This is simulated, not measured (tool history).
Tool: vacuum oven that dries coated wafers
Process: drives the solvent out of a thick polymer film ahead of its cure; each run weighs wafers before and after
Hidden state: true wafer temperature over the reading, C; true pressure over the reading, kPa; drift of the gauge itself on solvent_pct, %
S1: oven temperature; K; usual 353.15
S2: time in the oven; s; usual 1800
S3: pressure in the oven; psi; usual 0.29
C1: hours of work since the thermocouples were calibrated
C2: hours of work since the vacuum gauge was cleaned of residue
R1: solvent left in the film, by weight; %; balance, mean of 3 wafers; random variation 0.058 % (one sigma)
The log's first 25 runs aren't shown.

{"run": 26, "day": 54.308, "S1": 368.15, "S2": 2100, "S3": 0.167, "C1": 159, "C2": 909, "R1": 0.39}
{"run": 27, "day": 56.625, "S1": 353.15, "S2": 1320, "S3": 0.3, "C1": 200, "C2": 949, "R1": 4.38}
{"run": 28, "day": 57.867, "S1": 353.15, "S2": 1320, "S3": 0.3, "C1": 221, "C2": 970, "R1": 4.47}
{"run": 29, "day": 60.338, "S1": 354.15, "S2": 1800, "S3": 0.29, "C1": 264, "C2": 1013, "R1": 2.78}
{"run": 30, "day": 63.267, "S1": 354.15, "S2": 1800, "S3": 0.29, "C1": 314, "C2": 1064, "R1": 2.8}
{"day": 64.988, "done": "vacuum gauge cleaned of residue and calibrated"}
{"run": 31, "day": 65.317, "S1": 354.15, "S2": 1800, "S3": 0.29, "C1": 349, "C2": 6, "R1": 2.73}
{"run": 32, "day": 67.492, "S1": 351.15, "S2": 1200, "S3": 0.329, "C1": 386, "C2": 43, "R1": 5.42}
{"run": 33, "day": 69.388, "S1": 353.15, "S2": 2640, "S3": 0.17, "C1": 419, "C2": 76, "R1": 1.43}
{"run": 34, "day": 72.042, "S1": 362.15, "S2": 3240, "S3": 0.194, "C1": 465, "C2": 122, "R1": 0.39}
{"run": 35, "day": 74.562, "S1": 362.15, "S2": 3240, "S3": 0.194, "C1": 508, "C2": 165, "R1": 0.33}
{"run": 36, "day": 76.104, "S1": 346.15, "S2": 1200, "S3": 0.235, "C1": 535, "C2": 192, "R1": 6.94}
{"run": 37, "day": 78.608, "S1": 357.15, "S2": 1800, "S3": 0.177, "C1": 578, "C2": 235, "R1": 1.88}
{"run": 38, "day": 80.125, "S1": 364.15, "S2": 1800, "S3": 0.196, "C1": 604, "C2": 262, "R1": 0.79}

Forecast each of these 3 alternatives for the next run:
{"run": "A", "day": 82.542, "S1": 365.15, "S2": 1800, "S3": 0.627, "C1": 646, "C2": 303, "R1": "?"}
{"run": "B", "day": 82.542, "S1": 368.15, "S2": 1800, "S3": 0.511, "C1": 646, "C2": 303, "R1": "?"}
{"run": "C", "day": 82.542, "S1": 367.15, "S2": 1380, "S3": 0.46, "C1": 646, "C2": 303, "R1": "?"}

run=A R1=1.31
run=B R1=0.87
run=C R1=1.23
Without the tool's hidden state the same runs would have given:
run=A R1=1.21
run=B R1=0.8
run=C R1=1.11
